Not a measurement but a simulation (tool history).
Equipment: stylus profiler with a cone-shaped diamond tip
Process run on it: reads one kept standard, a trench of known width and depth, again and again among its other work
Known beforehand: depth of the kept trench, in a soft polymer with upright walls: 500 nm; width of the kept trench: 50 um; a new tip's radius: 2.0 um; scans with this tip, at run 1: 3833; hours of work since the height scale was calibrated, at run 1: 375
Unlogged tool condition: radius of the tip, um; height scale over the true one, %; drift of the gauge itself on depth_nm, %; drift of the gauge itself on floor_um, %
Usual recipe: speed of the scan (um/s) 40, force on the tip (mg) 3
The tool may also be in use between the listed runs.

run	day	speed of the scan (um/s)	force on the tip (mg)	scans with this tip	hours of work since the height scale was calibrated	depth of the trench (Å)	width of the trench's floor (nm)
1	0	40	3	3833	375	5035.3	46860
2	0.642	40	7.5	3916	384	5063.1	46860
3	1.329	88	3	4005	392	5034.8	46500
4	2.138	88	3	4110	403	5036.8	46540
5	2.725	88	1.69	4186	410	5026.7	46380
6	3.317	88	3.59	4263	418	5039.3	46530
7	3.912	81	3	4340	425	5035.9	46520
8	4.579	81	3	4426	434	5035.7	46560
9	5.179	81	3	4504	441	5038.7	46500
10	5.646	81	3	4565	447	5032.9	46510
11	6.012	81	3	4612	452	5035.7	46510
12	6.525	81	3	4679	458	5037.3	46520
13	7.088	81	3	4752	465	5037.1	46490
14	7.946	81	3	4863	476	5037.1	46440
15	8.633	81	3	4952	485	5039.6	46480
16	9.142	40	3	5018	492	5037.6	46690
17	9.625	40	3	5080	498	5035.9	46680
18	10.367	40	3	5177	507	5039.5	46660
19	11.004	40	1.5	5259	515	5026.1	46550
20	11.554	40	1.5	5331	522	5027.1	46510
21	11.95	40	1.5	5382	527	5027.4	46550
22	12.429	40	2.89	5444	533	5036.8	46650
23	13.188	40	2.89	5542	543	5037.8	46640
24	14.033	40	3	5652	554	5037.2	46610
25	14.579	27	2.23	5723	561	5033.2	46610
26	15.042	27	2.23	5783	566	5032.8	46660
27	15.867	102	5.41	5890	577	5053.5	46420
28	16.254	16	6.86	5940	582	5060.9	46720
29	16.938	85	3	6028	591	5034.3	46380
30	17.733	14	1.51	6132	601	5028.1	46680
31	18.45	67	6.26	6225	610	5057.4	46540
32	19.146	49	2.06	6315	619	5031.4	46460
33	19.617	106	1.59	6376	625	5028.1	46010
34	20.171	28	1.46	6448	632	5028.1	46530
35	20.796	28	1.46	6529	640	5027.2	46560
36	21.383	28	1.46	6605	647	5026.6	46530
37	22.121	80	5.76	6700	656	5055.2	46430
38	22.508	80	5.76	6751	661	5056.4	46410
39	22.929	80	5.76	6805	667	5059	46460
40	23.4	80	5.76	6866	673	5057	46380
41	23.821	13	2.72	6921	678	5037.2	46650
42	24.621	41	8.77	7025	688	5072.7	46530
43	25.167	92	2.81	7096	695	5037.5	46210
44	25.962	34	3	7198	705	5040.1	46520
45	26.579	20	7.44	7279	713	5067.8	46630
46	26.967	20	7.44	7329	718	5065.8	46620
47	27.529	33	4.02	7402	725	5047.8	46550

Branching from run 47: 3 alternative next runs. What would each branch give?
A	27.979	33	2.07	7460	731	?	?
B	27.979	47	2.28	7460	731	?	?
C	27.979	11	2.42	7460	731	?	?

run	depth of the trench (Å)	width of the trench's floor (nm)
A	5035.9	46440
B	5034.4	46390
C	5035.7	46550
Without the tool's unlogged condition, the same runs would have read:
run	depth of the trench (Å)	width of the trench's floor (nm)
A	5026.5	47130
B	5025	47080
C	5026.3	47240
